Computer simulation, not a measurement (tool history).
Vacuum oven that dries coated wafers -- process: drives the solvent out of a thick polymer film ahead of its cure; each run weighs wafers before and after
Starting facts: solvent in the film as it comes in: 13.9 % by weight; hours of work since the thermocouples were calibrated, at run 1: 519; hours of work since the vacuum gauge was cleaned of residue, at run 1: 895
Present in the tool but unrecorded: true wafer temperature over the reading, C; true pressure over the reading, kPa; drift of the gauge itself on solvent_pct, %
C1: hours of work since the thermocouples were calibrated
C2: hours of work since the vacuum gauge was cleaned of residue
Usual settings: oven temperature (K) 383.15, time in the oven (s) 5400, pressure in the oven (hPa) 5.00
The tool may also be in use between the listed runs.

run 1 day=0.000 | oven_temperature_(K)=383.15 time_in_the_oven_(s)=5400 pressure_in_the_oven_(hPa)=5.00 | C1=519 C2=895 | solvent_left_in_the_film_(%)=2.81
run 2 day=1.192 | oven_temperature_(K)=383.15 time_in_the_oven_(s)=5400 pressure_in_the_oven_(hPa)=5.00 | C1=538 C2=914 | solvent_left_in_the_film_(%)=2.81
run 3 day=2.142 | oven_temperature_(K)=383.15 time_in_the_oven_(s)=5400 pressure_in_the_oven_(hPa)=5.00 | C1=553 C2=929 | solvent_left_in_the_film_(%)=2.77
run 4 day=3.396 | oven_temperature_(K)=383.15 time_in_the_oven_(s)=5400 pressure_in_the_oven_(hPa)=5.00 | C1=573 C2=950 | solvent_left_in_the_film_(%)=2.73
run 5 day=4.396 | oven_temperature_(K)=383.15 time_in_the_oven_(s)=5400 pressure_in_the_oven_(hPa)=5.00 | C1=590 C2=966 | solvent_left_in_the_film_(%)=2.67
run 6 day=5.704 | oven_temperature_(K)=383.15 time_in_the_oven_(s)=5400 pressure_in_the_oven_(hPa)=5.00 | C1=611 C2=987 | solvent_left_in_the_film_(%)=2.83
run 7 day=6.971 | oven_temperature_(K)=376.15 time_in_the_oven_(s)=3180 pressure_in_the_oven_(hPa)=5.00 | C1=631 C2=1007 | solvent_left_in_the_film_(%)=5.98
run 8 day=8.004 | oven_temperature_(K)=376.15 time_in_the_oven_(s)=3180 pressure_in_the_oven_(hPa)=5.00 | C1=648 C2=1024 | solvent_left_in_the_film_(%)=6.01
run 9 day=9.354 | oven_temperature_(K)=390.15 time_in_the_oven_(s)=4980 pressure_in_the_oven_(hPa)=5.00 | C1=669 C2=1046 | solvent_left_in_the_film_(%)=2.12
run 10 day=10.575 | oven_temperature_(K)=378.15 time_in_the_oven_(s)=3420 pressure_in_the_oven_(hPa)=16.15 | C1=689 C2=1065 | solvent_left_in_the_film_(%)=5.79
run 11 day=11.792 | oven_temperature_(K)=380.15 time_in_the_oven_(s)=4140 pressure_in_the_oven_(hPa)=5.00 | C1=709 C2=1085 | solvent_left_in_the_film_(%)=4.39

What if the next run were any one of these 5? Each begins from the tool's condition after run 11:
run A day=13.300 | oven_temperature_(K)=383.15 time_in_the_oven_(s)=5400 pressure_in_the_oven_(hPa)=11.99 | C1=733 C2=1109 | solvent_left_in_the_film_(%)=?
run B day=13.300 | oven_temperature_(K)=371.15 time_in_the_oven_(s)=5400 pressure_in_the_oven_(hPa)=5.00 | C1=733 C2=1109 | solvent_left_in_the_film_(%)=?
run C day=13.300 | oven_temperature_(K)=380.15 time_in_the_oven_(s)=4140 pressure_in_the_oven_(hPa)=7.92 | C1=733 C2=1109 | solvent_left_in_the_film_(%)=?
run D day=13.300 | oven_temperature_(K)=387.15 time_in_the_oven_(s)=4980 pressure_in_the_oven_(hPa)=11.70 | C1=733 C2=1109 | solvent_left_in_the_film_(%)=?
run E day=13.300 | oven_temperature_(K)=395.15 time_in_the_oven_(s)=5340 pressure_in_the_oven_(hPa)=11.02 | C1=733 C2=1109 | solvent_left_in_the_film_(%)=?

run=A solvent_left_in_the_film_(%)=3.13
run=B solvent_left_in_the_film_(%)=4.88
run=C solvent_left_in_the_film_(%)=4.46
run=D solvent_left_in_the_film_(%)=2.73
run=E solvent_left_in_the_film_(%)=1.43
With no hidden state in the tool, these same runs would have given:
run=A solvent_left_in_the_film_(%)=2.98
run=B solvent_left_in_the_film_(%)=4.69
run=C solvent_left_in_the_film_(%)=4.32
run=D solvent_left_in_the_film_(%)=2.60
run=E solvent_left_in_the_film_(%)=1.32

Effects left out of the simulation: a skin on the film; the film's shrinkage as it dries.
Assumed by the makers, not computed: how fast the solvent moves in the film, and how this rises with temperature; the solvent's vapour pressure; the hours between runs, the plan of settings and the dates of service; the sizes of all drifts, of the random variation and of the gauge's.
